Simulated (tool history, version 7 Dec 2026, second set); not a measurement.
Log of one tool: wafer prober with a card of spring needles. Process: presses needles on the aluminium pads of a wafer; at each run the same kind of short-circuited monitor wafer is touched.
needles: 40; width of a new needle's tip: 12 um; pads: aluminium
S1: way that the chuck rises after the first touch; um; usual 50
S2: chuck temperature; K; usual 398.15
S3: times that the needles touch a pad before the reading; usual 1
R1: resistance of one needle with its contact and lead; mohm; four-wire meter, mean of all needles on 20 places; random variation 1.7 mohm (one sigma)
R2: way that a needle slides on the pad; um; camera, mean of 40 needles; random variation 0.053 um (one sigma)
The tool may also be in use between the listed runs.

run   hour  S1      S2  S3   R1    R2
  1      0  50  398.15   1  178  6.47
  2   10.8  50  398.15   1  177   6.4
  3   22.4  47  398.15   1  179  6.17
  4   30.7  50  309.15   1  159  6.49
  5   44.7  50  309.15   2  163  6.43
  6   61.6  50  309.15   2  162  6.47
  7   74.2  50  398.15   1  182  6.44
  8   88.4  50  398.15   1  182  6.44
  9  104.4  50  398.15   1  178  6.43
 10  121.2  57  398.15   1  177  7.35
 11  136.6  50  398.15   1  182  6.53
 12  144.2  50  398.15   1  179  6.41
 13  159.3  50  398.15   1  179  6.41
 14  175.9  50  398.15   1  179  6.45
 15  184.7  50  398.15   1  178  6.38
 16  198.9  50  313.15   1  164  6.51
 17  217.1  55  346.15   1  169   7.2
 18  234.2  55  346.15   1  166  7.14
 19  251.2  55  346.15   1  165   7.1
 20  259.3  34  312.15   3  175  4.33
 21  270.6  50  398.15   1  181  6.49
 22  282.8  50  398.15   1  180  6.43
 23  297.2  50  398.15   1  180  6.42
 24  313.4  56  342.15   1  165  7.21
 25    323  32  300.15   1  173  4.09
 26    333  40  380.15   3  184  5.08
 27  347.6  50  320.15   1  164  6.43
 28  365.7  50  320.15   1  164  6.37
 29    378  50  320.15   1  162  6.44
 30  387.8  46  312.15   1  164  5.84
 31    403  62  333.15   1  161  7.95
 32  418.2  62  333.15   1  162  7.98

Not shown: 51 entries that the log had between the listed runs. Between which runs, and how does the tool's hidden state differ before and after?
Between runs 1 and 2: tips cleaned on abrasive film (hour 4.2)
  debris on the tips, nm: 0.3 -> 0.4
Between runs 2 and 3: tips cleaned on abrasive film (hour 13.1); tips cleaned on abrasive film (hour 21.6)
  debris on the tips, nm: 0.4 -> 0.1
Between runs 3 and 4: tips cleaned on abrasive film (hour 29.8)
  no hidden state differs between the two runs
Between runs 4 and 5: tips cleaned on abrasive film (hour 38.8)
  debris on the tips, nm: 0.1 -> 0.4
Between runs 5 and 6: tips cleaned on abrasive film (hour 47.4); tips cleaned on abrasive film (hour 55.9)
  no hidden state differs between the two runs
Between runs 6 and 7: tips cleaned on abrasive film (hour 63.9); tips cleaned on abrasive film (hour 72)
  debris on the tips, nm: 0.4 -> 0.2
Between runs 7 and 8: tips cleaned on abrasive film (hour 80.6)
  debris on the tips, nm: 0.2 -> 0.4
Between runs 8 and 9: tips cleaned on abrasive film (hour 89.4); tips cleaned on abrasive film (hour 98.1)
  no hidden state differs between the two runs
Between runs 9 and 10: tips cleaned on abrasive film (hour 107.4); height of the first contact set anew (hour 111.6); tips cleaned on abrasive film (hour 116.1)
  debris on the tips, nm: 0.4 -> 0.3; way that the needles fall short of the set height, um: 0.01 -> 0
Between runs 10 and 11: tips cleaned on abrasive film (hour 124.1); tips cleaned on abrasive film (hour 132.7)
  no hidden state differs between the two runs
Between runs 11 and 12: tips cleaned on abrasive film (hour 141.1)
  debris on the tips, nm: 0.3 -> 0.2
Between runs 12 and 13: tips cleaned on abrasive film (hour 149); tips cleaned on abrasive film (hour 157.1)
  no hidden state differs between the two runs
Between runs 13 and 14: tips cleaned on abrasive film (hour 165.2); tips cleaned on abrasive film (hour 173.2)
  no hidden state differs between the two runs
Between runs 14 and 15: tips cleaned on abrasive film (hour 181.2)
  debris on the tips, nm: 0.2 -> 0.3
Between runs 15 and 16: tips cleaned on abrasive film (hour 190); tips cleaned on abrasive film (hour 198.2)
  debris on the tips, nm: 0.3 -> 0.1
Between runs 16 and 17: tips cleaned on abrasive film (hour 206.4); tips cleaned on abrasive film (hour 215)
  debris on the tips, nm: 0.1 -> 0.2
Between runs 17 and 18: tips cleaned on abrasive film (hour 224.1); tips cleaned on abrasive film (hour 232.1)
  no hidden state differs between the two runs
Between runs 18 and 19: tips cleaned on abrasive film (hour 240.3); tips cleaned on abrasive film (hour 248.4)
  no hidden state differs between the two runs
Between runs 19 and 20: tips cleaned on abrasive film (hour 256.7)
  no hidden state differs between the two runs
Between runs 20 and 21: tips cleaned on abrasive film (hour 265.1)
  debris on the tips, nm: 0.2 -> 0.4; tips' diameter, um: 12 -> 12.01
Between runs 21 and 22: tips cleaned on abrasive film (hour 274); tips cleaned on abrasive film (hour 282.8)
  debris on the tips, nm: 0.4 -> 0
Between runs 22 and 23: tips cleaned on abrasive film (hour 290.8)
  debris on the tips, nm: 0 -> 0.4
Between runs 23 and 24: tips cleaned on abrasive film (hour 298.7); tips cleaned on abrasive film (hour 307.1)
  way that the needles fall short of the set height, um: 0 -> 0.01
Between runs 24 and 25: tips cleaned on abrasive film (hour 315.9)
  no hidden state differs between the two runs
Between runs 25 and 26: tips cleaned on abrasive film (hour 324.4); tips cleaned on abrasive film (hour 333)
  debris on the tips, nm: 0.4 -> 0
Between runs 26 and 27: tips cleaned on abrasive film (hour 342.3)
  debris on the tips, nm: 0 -> 0.3
Between runs 27 and 28: tips cleaned on abrasive film (hour 350.3); tips cleaned on abrasive film (hour 358.5)
  debris on the tips, nm: 0.3 -> 0.4
Between runs 28 and 29: tips cleaned on abrasive film (hour 367.1); tips cleaned on abrasive film (hour 375.9)
  debris on the tips, nm: 0.4 -> 0.2
Between runs 29 and 30: tips cleaned on abrasive film (hour 383.9)
  debris on the tips, nm: 0.2 -> 0.3
Between runs 30 and 31: tips cleaned on abrasive film (hour 391.9); tips cleaned on abrasive film (hour 400.6)
  debris on the tips, nm: 0.3 -> 0.2
Between runs 31 and 32: tips cleaned on abrasive film (hour 408.7); tips cleaned on abrasive film (hour 417.2)
  debris on the tips, nm: 0.2 -> 0.1
